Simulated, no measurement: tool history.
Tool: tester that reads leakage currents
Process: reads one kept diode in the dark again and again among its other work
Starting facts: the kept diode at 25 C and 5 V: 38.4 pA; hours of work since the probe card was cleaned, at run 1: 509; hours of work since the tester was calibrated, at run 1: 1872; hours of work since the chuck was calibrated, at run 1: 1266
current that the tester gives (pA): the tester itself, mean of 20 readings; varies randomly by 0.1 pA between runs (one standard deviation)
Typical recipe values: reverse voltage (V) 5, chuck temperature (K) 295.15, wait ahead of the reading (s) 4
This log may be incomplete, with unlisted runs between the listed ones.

| run | hour | reverse voltage (V) | chuck temperature (K) | wait ahead of the reading (s) | hours of work since the probe card was cleaned | hours of work since the tester was calibrated | hours of work since the chuck was calibrated | current that the tester gives (pA) |
|---|---|---|---|---|---|---|---|---|
| 1 | 0 | 5 | 295.15 | 4 | 509 | 1872 | 1266 | 28.33 |
| 2 | 73.5 | 5 | 295.15 | 4 | 540 | 1903 | 1298 | 28.43 |
| 3 | 181.9 | 5 | 295.15 | 4 | 587 | 1950 | 1344 | 28.34 |
| 4 | 289.3 | 5 | 310.15 | 4 | 633 | 1996 | 1391 | 108.3 |
| 5 | 420.7 | 5 | 310.15 | 4 | 690 | 2053 | 1447 | 108.07 |
| 6 | 551.3 | 5 | 310.15 | 4 | 746 | 2109 | 1503 | 107.22 |
|  | 592 | chuck's temperature calibrated |
| 7 | 653.6 | 5 | 295.15 | 8.69 | 789 | 2153 | 27 | 27.38 |
| 8 | 771 | 5 | 295.15 | 8.69 | 840 | 2203 | 77 | 27.48 |
| 9 | 838 | 5 | 295.15 | 8.69 | 869 | 2232 | 106 | 27.51 |
| 10 | 946.2 | 5 | 295.15 | 0.88 | 915 | 2279 | 153 | 28.91 |
| 11 | 1012.5 | 5 | 295.15 | 0.88 | 944 | 2307 | 181 | 28.79 |
|  | 1072.4 | chuck's temperature calibrated, once more |
| 12 | 1072.4 | 1.33 | 295.15 | 4 | 969 | 2332 | 0 | 18.94 |
| 13 | 1156.2 | 1.33 | 295.15 | 4 | 1005 | 2368 | 36 | 18.98 |
| 14 | 1242.6 | 5 | 295.15 | 1.01 | 1042 | 2405 | 73 | 33.62 |
| 15 | 1302 | 5 | 295.15 | 1.01 | 1068 | 2431 | 99 | 33.35 |
|  | 1345.7 | tester calibrated |
| 16 | 1399.3 | 5 | 295.15 | 1.01 | 1109 | 23 | 140 | 34.32 |
| 17 | 1492.4 | 5 | 295.15 | 4 | 1149 | 63 | 180 | 33.53 |
| 18 | 1601.9 | 5 | 295.15 | 0.67 | 1196 | 110 | 227 | 35.17 |
| 19 | 1702.3 | 5 | 295.15 | 0.67 | 1240 | 154 | 271 | 35.19 |
| 20 | 1768.3 | 5 | 295.15 | 0.67 | 1268 | 182 | 299 | 35.38 |
| 21 | 1837.8 | 12.69 | 299.15 | 1.6 | 1298 | 212 | 329 | 72.48 |
| 22 | 1906.4 | 5.6 | 330.15 | 0.4 | 1327 | 242 | 358 | 636.37 |
| 23 | 2035.3 | 5.6 | 330.15 | 0.4 | 1383 | 297 | 414 | 634.82 |
| 24 | 2125.3 | 5.6 | 330.15 | 0.4 | 1422 | 336 | 453 | 632.28 |
| 25 | 2217 | 5.6 | 330.15 | 0.4 | 1461 | 375 | 492 | 631.02 |
| 26 | 2332.3 | 5 | 304.15 | 4 | 1511 | 425 | 542 | 71.57 |
| 27 | 2395.8 | 5 | 304.15 | 4 | 1538 | 452 | 569 | 72.21 |
| 28 | 2465.4 | 5 | 304.15 | 4 | 1568 | 482 | 599 | 71.61 |
| 29 | 2586.1 | 5 | 304.15 | 4 | 1620 | 534 | 651 | 71.52 |
| 30 | 2679.5 | 5 | 304.15 | 4 | 1661 | 575 | 692 | 72.1 |
| 31 | 2793.3 | 4 | 304.15 | 1.33 | 1710 | 624 | 741 | 65.85 |
| 32 | 2883 | 4 | 304.15 | 1.33 | 1748 | 662 | 779 | 66.03 |
| 33 | 2979.5 | 7.13 | 314.15 | 4 | 1790 | 704 | 821 | 187.54 |
| 34 | 3064.8 | 1.15 | 295.15 | 4 | 1827 | 741 | 858 | 18.18 |
| 35 | 3184.2 | 1.84 | 295.15 | 2.86 | 1878 | 792 | 909 | 21.98 |
| 36 | 3264.7 | 1.84 | 313.15 | 9.12 | 1913 | 827 | 944 | 103.87 |
| 37 | 3362.3 | 1.03 | 321.15 | 1.17 | 1955 | 869 | 986 | 163.65 |
| 38 | 3447.5 | 3.53 | 301.15 | 1.17 | 1991 | 906 | 1022 | 48.8 |
| 39 | 3529.4 | 4.6 | 298.15 | 0.42 | 2027 | 941 | 1058 | 44.7 |
| 40 | 3586.4 | 5 | 294.15 | 2.93 | 2051 | 965 | 1082 | 32.46 |

4 options for the next run, each taken on its own from the tool as it stands now. Forecast them:
| A | 3690.2 | 1.52 | 317.15 | 3.37 | 2096 | 1010 | 1127 | ? |
| B | 3690.2 | 1.23 | 329.15 | 2.93 | 2096 | 1010 | 1127 | ? |
| C | 3690.2 | 5 | 295.15 | 4.46 | 2096 | 1010 | 1127 | ? |
| D | 3690.2 | 14.85 | 311.15 | 4.31 | 2096 | 1010 | 1127 | ? |

| run | current that the tester gives (pA) |
|---|---|
| A | 134.91 |
| B | 330.04 |
| C | 35 |
| D | 197.53 |
What these runs would have given with no unlogged condition in the tool:
| run | current that the tester gives (pA) |
|---|---|
| A | 141.03 |
| B | 347.86 |
| C | 29.15 |
| D | 185.81 |
